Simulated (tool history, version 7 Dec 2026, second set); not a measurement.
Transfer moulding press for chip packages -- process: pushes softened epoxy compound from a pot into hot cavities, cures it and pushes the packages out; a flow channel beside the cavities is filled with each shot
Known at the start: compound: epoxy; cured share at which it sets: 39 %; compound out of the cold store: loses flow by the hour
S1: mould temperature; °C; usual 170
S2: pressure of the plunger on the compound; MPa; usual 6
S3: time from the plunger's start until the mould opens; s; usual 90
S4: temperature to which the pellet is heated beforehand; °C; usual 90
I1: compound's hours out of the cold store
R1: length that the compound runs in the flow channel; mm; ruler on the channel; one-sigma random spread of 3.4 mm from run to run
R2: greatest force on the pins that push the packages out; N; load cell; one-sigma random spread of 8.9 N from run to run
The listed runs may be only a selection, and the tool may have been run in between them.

| run | hour | S1 | S2 | S3 | S4 | I1 | R1 | R2 |
|---|---|---|---|---|---|---|---|---|
| 1 | 0 | 170 | 6 | 90 | 90 | 35.3 | 897 | 398 |
|  | 26.6 | cavities cleaned with cleaning compound and waxed |
| 2 | 31.6 | 170 | 6 | 90 | 90 | 30.6 | 921 | 404 |
| 3 | 80.5 | 170 | 6 | 90 | 90 | 39.3 | 884 | 387 |
|  | 101 | cavities cleaned with cleaning compound and waxed |
| 4 | 128.1 | 170 | 6 | 90 | 90 | 17.2 | 986 | 411 |
| 5 | 156.6 | 178 | 6 | 90 | 90 | 35.2 | 866 | 381 |
|  | 177.5 | cavities cleaned with cleaning compound and waxed |
| 6 | 205.9 | 178 | 6 | 90 | 90 | 28.7 | 890 | 355 |
| 7 | 248 | 178 | 6 | 90 | 90 | 9.6 | 981 | 369 |
|  | 252.6 | cavities cleaned with cleaning compound and waxed |
| 8 | 288.5 | 170 | 6 | 90 | 90 | 20.2 | 966 | 390 |
|  | 326.5 | cavities cleaned with cleaning compound and waxed |
| 9 | 339.1 | 170 | 6 | 117 | 90 | 27 | 943 | 359 |
| 10 | 372.1 | 170 | 6 | 82 | 90 | 18.2 | 982 | 449 |
|  | 401 | cavities cleaned with cleaning compound and waxed |
| 11 | 432.7 | 172 | 6 | 90 | 90 | 38.5 | 877 | 394 |
|  | 478.6 | cavities cleaned with cleaning compound and waxed |
| 12 | 486 | 172 | 6 | 90 | 90 | 12.7 | 1005 | 392 |
|  | 509.6 | plunger's sealing rings changed |
| 13 | 512.8 | 170 | 6 | 90 | 90 | 19.2 | 976 | 398 |
|  | 555.4 | cavities cleaned with cleaning compound and waxed |
| 14 | 555.4 | 170 | 6 | 90 | 90 | 35.9 | 897 | 377 |
| 15 | 603.8 | 170 | 4.82 | 95 | 90 | 22.6 | 859 | 396 |
|  | 630.9 | cavities cleaned with cleaning compound and waxed |
| 16 | 643 | 170 | 4.82 | 95 | 90 | 32.2 | 823 | 369 |
| 17 | 689.5 | 170 | 4.82 | 95 | 90 | 10.9 | 914 | 386 |
|  | 706.5 | cavities cleaned with cleaning compound and waxed |
| 18 | 729.5 | 166 | 6.93 | 95 | 90 | 33.4 | 998 | 431 |
| 19 | 766.6 | 166 | 6.93 | 95 | 90 | 41.3 | 960 | 443 |
|  | 780.6 | cavities cleaned with cleaning compound and waxed |
| 20 | 809.1 | 170 | 6 | 74 | 85 | 9.1 | 1026 | 539 |
|  | 856 | cavities cleaned with cleaning compound and waxed |
| 21 | 868.7 | 170 | 6 | 93 | 89 | 9.1 | 1023 | 403 |
| 22 | 915.2 | 165 | 7.1 | 90 | 90 | 38.4 | 991 | 473 |
|  | 932.7 | cavities cleaned with cleaning compound and waxed |
| 23 | 974.9 | 169 | 6 | 90 | 90 | 20.6 | 980 | 404 |
|  | 1010.4 | cavities cleaned with cleaning compound and waxed |
| 24 | 1024.6 | 169 | 5.77 | 130 | 90 | 23.6 | 939 | 370 |
|  | 1052.5 | plunger's sealing rings changed |
| 25 | 1076.8 | 174 | 5.77 | 130 | 98 | 17.5 | 943 | 361 |
|  | 1089.2 | cavities cleaned with cleaning compound and waxed |
| 26 | 1134.6 | 174 | 7.46 | 130 | 98 | 41.1 | 956 | 370 |

What if the next run were any one of these 4? Each begins from the tool's condition after run 26:
| A | 1160.2 | 168 | 6.42 | 90 | 95 | 36.1 | ? | ? |
| B | 1160.2 | 174 | 4.61 | 130 | 98 | 37.4 | ? | ? |
| C | 1160.2 | 170 | 4.88 | 90 | 90 | 35.4 | ? | ? |
| D | 1160.2 | 176 | 7.21 | 90 | 91 | 13.6 | ? | ? |

| run | R1 | R2 |
|---|---|---|
| A | 939 | 417 |
| B | 766 | 362 |
| C | 812 | 379 |
| D | 1058 | 367 |
Had the tool no hidden state, the same runs would have come out as:
| run | R1 | R2 |
|---|---|---|
| A | 939 | 410 |
| B | 766 | 357 |
| C | 812 | 373 |
| D | 1058 | 361 |
